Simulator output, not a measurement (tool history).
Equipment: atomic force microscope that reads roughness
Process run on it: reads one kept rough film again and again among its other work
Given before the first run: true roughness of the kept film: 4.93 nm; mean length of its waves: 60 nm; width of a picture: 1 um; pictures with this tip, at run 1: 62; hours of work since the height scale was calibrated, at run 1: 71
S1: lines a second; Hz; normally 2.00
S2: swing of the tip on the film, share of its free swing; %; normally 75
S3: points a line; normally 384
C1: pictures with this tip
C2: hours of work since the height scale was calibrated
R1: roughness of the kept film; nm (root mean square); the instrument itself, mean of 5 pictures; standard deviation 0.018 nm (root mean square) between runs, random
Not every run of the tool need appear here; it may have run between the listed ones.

run,hour,S1,S2,S3,C1,C2,R1
1,0.0,2.00,75,384,62,71,4.171
2,63.4,2.00,75,384,173,109,3.905
3,113.9,2.00,75,384,262,139,3.693
# hour 134.3: new tip fitted
4,175.5,2.00,80,384,73,176,4.044
5,234.4,2.58,80,384,176,211,3.719
# hour 305.5: new tip fitted
6,309.2,2.00,69,384,6,255,4.418
7,350.4,2.00,75,384,79,280,4.112
8,395.8,2.00,75,384,158,307,3.933
9,460.9,2.00,75,384,272,346,3.645
# hour 475.0: new tip fitted
10,504.4,2.00,75,596,52,372,4.228
11,548.4,2.00,84,384,129,398,3.844
12,599.1,1.24,75,384,218,428,3.870
13,631.0,1.24,75,384,274,447,3.760
# hour 643.8: new tip fitted
14,694.4,1.24,75,384,89,485,4.232
15,729.3,2.00,88,384,150,506,3.684
16,783.7,2.00,88,384,245,538,3.517
# hour 814.7: new tip fitted
17,838.3,2.00,88,384,41,571,3.980
18,872.8,2.00,88,384,102,591,3.808
19,946.5,2.14,87,965,231,635,3.570
# hour 985.3: new tip fitted
20,1020.2,2.14,87,965,61,679,3.894
21,1066.4,0.54,57,414,142,707,4.202
22,1131.5,1.90,59,401,256,746,3.848
# hour 1156.5: new tip fitted
23,1174.5,2.00,68,384,32,771,4.336
24,1208.3,1.18,84,384,91,791,4.125
25,1264.7,0.65,89,384,190,825,3.940
# hour 1329.8: new tip fitted
26,1329.8,0.65,89,384,0,863,4.448

What will run 27 give?
27,1399.6,3.84,75,384,123,905,?

Run 27 measured R1 3.751 nm (root mean square).
On a tool with no hidden condition, and with the same random variation, this run would have come out at R1 4.103 nm (root mean square).
